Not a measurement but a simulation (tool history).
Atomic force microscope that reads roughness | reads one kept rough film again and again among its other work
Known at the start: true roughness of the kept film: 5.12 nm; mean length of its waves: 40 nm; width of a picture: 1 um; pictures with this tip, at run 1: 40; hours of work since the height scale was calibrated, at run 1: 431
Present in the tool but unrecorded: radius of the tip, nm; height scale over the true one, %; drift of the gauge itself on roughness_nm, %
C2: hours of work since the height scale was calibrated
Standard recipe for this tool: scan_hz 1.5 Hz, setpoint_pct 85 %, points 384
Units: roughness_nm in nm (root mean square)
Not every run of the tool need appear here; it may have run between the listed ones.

run 1 day=0 | scan_hz=1.5 setpoint_pct=85 points=384 | pictures_with_this_tip=40 C2=431 | roughness_nm=4.5
run 2 day=2.492 | scan_hz=1.5 setpoint_pct=85 points=384 | pictures_with_this_tip=133 C2=464 | roughness_nm=4.489
run 3 day=4.488 | scan_hz=1.5 setpoint_pct=85 points=460 | pictures_with_this_tip=208 C2=491 | roughness_nm=4.468
run 4 day=7.338 | scan_hz=0.9 setpoint_pct=85 points=460 | pictures_with_this_tip=315 C2=529 | roughness_nm=4.589
-- day=8.075 new tip fitted
run 5 day=9.642 | scan_hz=0.9 setpoint_pct=85 points=460 | pictures_with_this_tip=58 C2=560 | roughness_nm=4.615
run 6 day=11.954 | scan_hz=0.9 setpoint_pct=85 points=460 | pictures_with_this_tip=145 C2=591 | roughness_nm=4.626
run 7 day=14.742 | scan_hz=0.9 setpoint_pct=85 points=460 | pictures_with_this_tip=250 C2=628 | roughness_nm=4.613
run 8 day=16.854 | scan_hz=0.9 setpoint_pct=85 points=460 | pictures_with_this_tip=329 C2=657 | roughness_nm=4.609
-- day=17.217 new tip fitted
run 9 day=18.954 | scan_hz=0.9 setpoint_pct=85 points=460 | pictures_with_this_tip=66 C2=684 | roughness_nm=4.627
run 10 day=20.675 | scan_hz=0.9 setpoint_pct=85 points=460 | pictures_with_this_tip=130 C2=708 | roughness_nm=4.622
run 11 day=22.133 | scan_hz=0.9 setpoint_pct=83 points=460 | pictures_with_this_tip=185 C2=727 | roughness_nm=4.611
run 12 day=23.825 | scan_hz=0.9 setpoint_pct=83 points=460 | pictures_with_this_tip=248 C2=750 | roughness_nm=4.617
run 13 day=26.158 | scan_hz=1.85 setpoint_pct=83 points=460 | pictures_with_this_tip=336 C2=781 | roughness_nm=4.461
-- day=26.317 new tip fitted
run 14 day=27.738 | scan_hz=1.5 setpoint_pct=85 points=594 | pictures_with_this_tip=53 C2=802 | roughness_nm=4.486
run 15 day=30.729 | scan_hz=1.5 setpoint_pct=85 points=384 | pictures_with_this_tip=165 C2=842 | roughness_nm=4.476
run 16 day=32.467 | scan_hz=1.5 setpoint_pct=85 points=384 | pictures_with_this_tip=230 C2=866 | roughness_nm=4.487
run 17 day=34.746 | scan_hz=1.5 setpoint_pct=86 points=384 | pictures_with_this_tip=316 C2=896 | roughness_nm=4.467
-- day=35.592 new tip fitted
run 18 day=36.758 | scan_hz=1.5 setpoint_pct=85 points=384 | pictures_with_this_tip=43 C2=923 | roughness_nm=4.54
run 19 day=39.558 | scan_hz=1.5 setpoint_pct=85 points=384 | pictures_with_this_tip=148 C2=960 | roughness_nm=4.518
run 20 day=42.092 | scan_hz=1.5 setpoint_pct=72 points=384 | pictures_with_this_tip=243 C2=994 | roughness_nm=4.593
run 21 day=43.933 | scan_hz=1.03 setpoint_pct=80 points=384 | pictures_with_this_tip=312 C2=1019 | roughness_nm=4.634
-- day=44.667 new tip fitted
run 22 day=46.154 | scan_hz=1.14 setpoint_pct=68 points=398 | pictures_with_this_tip=56 C2=1049 | roughness_nm=4.692
run 23 day=48.367 | scan_hz=1.5 setpoint_pct=65 points=276 | pictures_with_this_tip=139 C2=1078 | roughness_nm=4.631
-- day=50.362 height scale calibrated on a step standard
run 24 day=51.312 | scan_hz=1.98 setpoint_pct=57 points=311 | pictures_with_this_tip=248 C2=13 | roughness_nm=4.673
-- day=53.892 new tip fitted
run 25 day=54.329 | scan_hz=2.29 setpoint_pct=57 points=326 | pictures_with_this_tip=17 C2=53 | roughness_nm=4.69
run 26 day=57.254 | scan_hz=1.4 setpoint_pct=70 points=638 | pictures_with_this_tip=127 C2=92 | roughness_nm=4.655
run 27 day=59.825 | scan_hz=1.07 setpoint_pct=62 points=262 | pictures_with_this_tip=223 C2=127 | roughness_nm=4.669
run 28 day=61.967 | scan_hz=1.07 setpoint_pct=62 points=262 | pictures_with_this_tip=303 C2=155 | roughness_nm=4.686
-- day=62.967 new tip fitted
run 29 day=65.033 | scan_hz=0.85 setpoint_pct=58 points=1000 | pictures_with_this_tip=77 C2=196 | roughness_nm=4.768
run 30 day=67.667 | scan_hz=0.85 setpoint_pct=58 points=1000 | pictures_with_this_tip=176 C2=232 | roughness_nm=4.805
run 31 day=69.912 | scan_hz=2.72 setpoint_pct=78 points=324 | pictures_with_this_tip=260 C2=262 | roughness_nm=4.4
-- day=72.083 new tip fitted
run 32 day=72.358 | scan_hz=1.06 setpoint_pct=73 points=384 | pictures_with_this_tip=10 C2=294 | roughness_nm=4.658
run 33 day=74.55 | scan_hz=1.58 setpoint_pct=73 points=938 | pictures_with_this_tip=92 C2=324 | roughness_nm=4.632
run 34 day=75.983 | scan_hz=1.58 setpoint_pct=73 points=938 | pictures_with_this_tip=146 C2=343 | roughness_nm=4.663
run 35 day=78.854 | scan_hz=1.58 setpoint_pct=73 points=938 | pictures_with_this_tip=254 C2=381 | roughness_nm=4.617
run 36 day=80.088 | scan_hz=2.81 setpoint_pct=58 points=690 | pictures_with_this_tip=300 C2=398 | roughness_nm=4.647
-- day=81.254 new tip fitted
run 37 day=82.729 | scan_hz=1.5 setpoint_pct=63 points=623 | pictures_with_this_tip=55 C2=433 | roughness_nm=4.704

3 options for the next run, each taken on its own from the tool as it stands now. Forecast them:
run A day=84.121 | scan_hz=1.24 setpoint_pct=70 points=349 | pictures_with_this_tip=107 C2=452 | roughness_nm=?
run B day=84.121 | scan_hz=1.5 setpoint_pct=63 points=567 | pictures_with_this_tip=107 C2=452 | roughness_nm=?
run C day=84.121 | scan_hz=1.5 setpoint_pct=73 points=361 | pictures_with_this_tip=107 C2=452 | roughness_nm=?

run=A roughness_nm=4.685
run=B roughness_nm=4.713
run=C roughness_nm=4.641
Without the tool's hidden state the same runs would have given:
run=A roughness_nm=4.689
run=B roughness_nm=4.717
run=C roughness_nm=4.646

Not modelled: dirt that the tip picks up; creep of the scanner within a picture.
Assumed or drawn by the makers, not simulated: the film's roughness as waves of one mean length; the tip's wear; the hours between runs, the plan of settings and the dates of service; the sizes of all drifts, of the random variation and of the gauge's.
